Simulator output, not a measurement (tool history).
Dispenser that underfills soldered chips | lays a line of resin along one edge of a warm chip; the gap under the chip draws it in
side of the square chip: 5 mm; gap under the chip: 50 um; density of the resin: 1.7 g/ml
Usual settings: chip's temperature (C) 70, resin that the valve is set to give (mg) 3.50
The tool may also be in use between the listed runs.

run	day	chip's temperature (C)	resin that the valve is set to give (mg)	time until the resin shows at the far edge (s)	resin that the valve gave (mg)
1	0.000	70	3.50	9.7	3.420
2	0.254	70	3.50	14.4	3.403
# day 0.375: new syringe of resin
3	0.496	67	3.50	10.3	3.393
4	0.850	67	3.50	16.6	3.373
# day 0.950: new syringe of resin
5	1.129	67	3.50	10.6	3.380
6	1.433	67	3.50	17.0	3.377
# day 1.508: new syringe of resin
7	1.729	67	3.50	11.0	3.363
8	1.904	67	3.50	15.0	3.363
# day 2.062: new syringe of resin
9	2.158	67	3.50	9.9	3.355
10	2.350	67	3.50	12.6	3.349
# day 2.546: dispensing valve cleaned and set on the balance
11	2.638	67	3.50	17.1	3.502
# day 2.675: new syringe of resin
12	3.017	67	3.50	13.3	3.492
13	3.208	67	3.50	17.7	3.477
# day 3.258: new syringe of resin
14	3.496	67	3.50	11.5	3.477
15	3.700	67	3.44	15.8	3.387
# day 3.817: new syringe of resin
16	4.117	67	3.44	13.0	3.409
# day 4.383: new syringe of resin
17	4.388	67	3.44	8.5	3.384
18	4.667	67	3.44	12.9	3.373
# day 4.954: new syringe of resin
19	5.062	69	3.70	8.5	3.624
20	5.338	65	3.83	15.4	3.746
# day 5.529: new syringe of resin
21	5.775	64	3.20	12.8	3.120
22	6.038	64	3.44	19.4	3.356
# day 6.096: new syringe of resin
23	6.342	64	3.44	13.9	3.348
# day 6.667: new syringe of resin
24	6.696	59	3.05	11.6	2.963
25	7.062	59	3.05	20.6	2.961
# day 7.225: new syringe of resin
26	7.446	59	3.05	16.1	2.925
# day 7.796: new syringe of resin
27	7.825	59	3.05	11.7	2.937
28	8.238	83	3.40	8.5	3.263

The next listed run, before its measurement:
# day 8.354: new syringe of resin
29	8.654	74	4.10	?	?

{"run 29": {"time until the resin shows at the far edge (s)": 10.0, "resin that the valve gave (mg)": 3.909}}
Without the tool's hidden state the same run would have given time until the resin shows at the far edge (s) 7.3, resin that the valve gave (mg) 4.089.
